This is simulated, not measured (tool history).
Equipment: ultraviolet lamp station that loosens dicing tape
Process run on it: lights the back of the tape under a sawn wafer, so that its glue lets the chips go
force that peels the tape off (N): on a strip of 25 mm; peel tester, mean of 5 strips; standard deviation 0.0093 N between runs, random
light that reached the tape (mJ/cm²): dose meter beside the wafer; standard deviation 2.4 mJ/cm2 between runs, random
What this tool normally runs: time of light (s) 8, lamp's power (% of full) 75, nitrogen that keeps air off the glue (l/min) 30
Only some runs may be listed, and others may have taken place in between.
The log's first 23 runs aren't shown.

| run | hour | time of light (s) | lamp's power (% of full) | nitrogen that keeps air off the glue (l/min) | force that peels the tape off (N) | light that reached the tape (mJ/cm²) |
|---|---|---|---|---|---|---|
| 24 | 1715.8 | 4 | 71 | 21 | 3.38 | 96 |
| 25 | 1780 | 4 | 70 | 21 | 3.678 | 93 |
|  | 1800.9 | window cleaned of glue's vapour |
| 26 | 1869.1 | 5 | 75 | 12 | 2.721 | 147 |
| 27 | 1949 | 9 | 75 | 19 | 0.682 | 250 |
| 28 | 2020.8 | 6 | 70 | 28 | 1.358 | 149 |
| 29 | 2107.1 | 6 | 70 | 28 | 1.38 | 150 |
| 30 | 2158.7 | 6 | 72 | 48 | 0.969 | 150 |
| 31 | 2206.3 | 15 | 68 | 18 | 0.339 | 346 |
| 32 | 2268.1 | 13 | 89 | 14 | 0.345 | 389 |
| 33 | 2353.4 | 5 | 89 | 19 | 1.941 | 150 |
| 34 | 2394.6 | 12 | 75 | 30 | 0.33 | 290 |
| 35 | 2482.9 | 13 | 81 | 30 | 0.256 | 336 |
| 36 | 2529 | 12 | 81 | 53 | 0.228 | 304 |
|  | 2574.7 | window cleaned of glue's vapour |
| 37 | 2595.4 | 6 | 75 | 30 | 1.162 | 161 |
| 38 | 2660.3 | 6 | 71 | 24 | 1.601 | 150 |
| 39 | 2760 | 7 | 73 | 30 | 0.988 | 173 |
| 40 | 2830.4 | 9 | 97 | 24 | 0.387 | 290 |
| 41 | 2881.1 | 6 | 85 | 23 | 1.32 | 167 |
| 42 | 2939.3 | 9 | 85 | 23 | 0.577 | 247 |

Consider 5 possible next runs. They are alternatives, not a sequence: every one starts from the tool as it was left by run 42. What does each give?
| A | 2980.5 | 9 | 70 | 23 | ? | ? |
| B | 2980.5 | 4 | 75 | 20 | ? | ? |
| C | 2980.5 | 9 | 100 | 23 | ? | ? |
| D | 2980.5 | 5 | 84 | 13 | ? | ? |
| E | 2980.5 | 8 | 72 | 13 | ? | ? |

| run | force that peels the tape off (N) | light that reached the tape (mJ/cm²) |
|---|---|---|
| A | 0.946 | 201 |
| B | 3.471 | 93 |
| C | 0.408 | 285 |
| D | 2.923 | 131 |
| E | 1.77 | 181 |
Had the tool no hidden state, the same runs would have come out as:
| run | force that peels the tape off (N) | light that reached the tape (mJ/cm²) |
|---|---|---|
| A | 0.467 | 276 |
| B | 2.238 | 129 |
| C | 0.241 | 392 |
| D | 1.765 | 181 |
| E | 0.935 | 250 |
